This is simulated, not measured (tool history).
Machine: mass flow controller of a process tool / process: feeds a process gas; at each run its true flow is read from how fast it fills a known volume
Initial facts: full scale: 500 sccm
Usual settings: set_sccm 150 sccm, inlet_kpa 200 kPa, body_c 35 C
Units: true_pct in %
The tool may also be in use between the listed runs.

Run 1, hour 0.0: usual settings. Result: true_pct 96.89 %.
Run 2, hour 131.0: usual settings. Result: true_pct 96.80 %.
Run 3, hour 278.6: usual settings but set_sccm 272 sccm. Result: true_pct 97.78 %.
Run 4, hour 524.8: usual settings but set_sccm 272 sccm. Result: true_pct 97.64 %.
Run 5, hour 787.2: usual settings. Result: true_pct 96.48 %.
Run 6, hour 992.8: usual settings but body_c 32 C. Result: true_pct 96.69 %.
Run 7, hour 1215.0: usual settings but body_c 32 C. Result: true_pct 96.63 %.
Run 8, hour 1356.8: usual settings but body_c 32 C. Result: true_pct 96.43 %.
Run 9, hour 1524.1: usual settings but body_c 32 C. Result: true_pct 96.55 %.
At hour 1544.1: controller's zero set anew.
Run 10, hour 1726.0: usual settings but body_c 32 C. Result: true_pct 96.10 %.
Run 11, hour 1921.8: usual settings. Result: true_pct 95.72 %.
Run 12, hour 2135.0: usual settings. Result: true_pct 95.69 %.
Run 13, hour 2340.9: usual settings but set_sccm 71 sccm. Result: true_pct 93.57 %.
Run 14, hour 2468.4: usual settings but set_sccm 71 sccm, inlet_kpa 175 kPa, body_c 30 C. Result: true_pct 93.94 %.

What will run 15 give?
Run 15, hour 2589.5: usual settings but set_sccm 71 sccm, inlet_kpa 175 kPa, body_c 30 C. Result: true_pct ?.

For run 15 the tool returned true_pct 93.94 %.
With the hidden condition absent and the run-to-run variation left alone, this run would have shown true_pct 96.91 %.
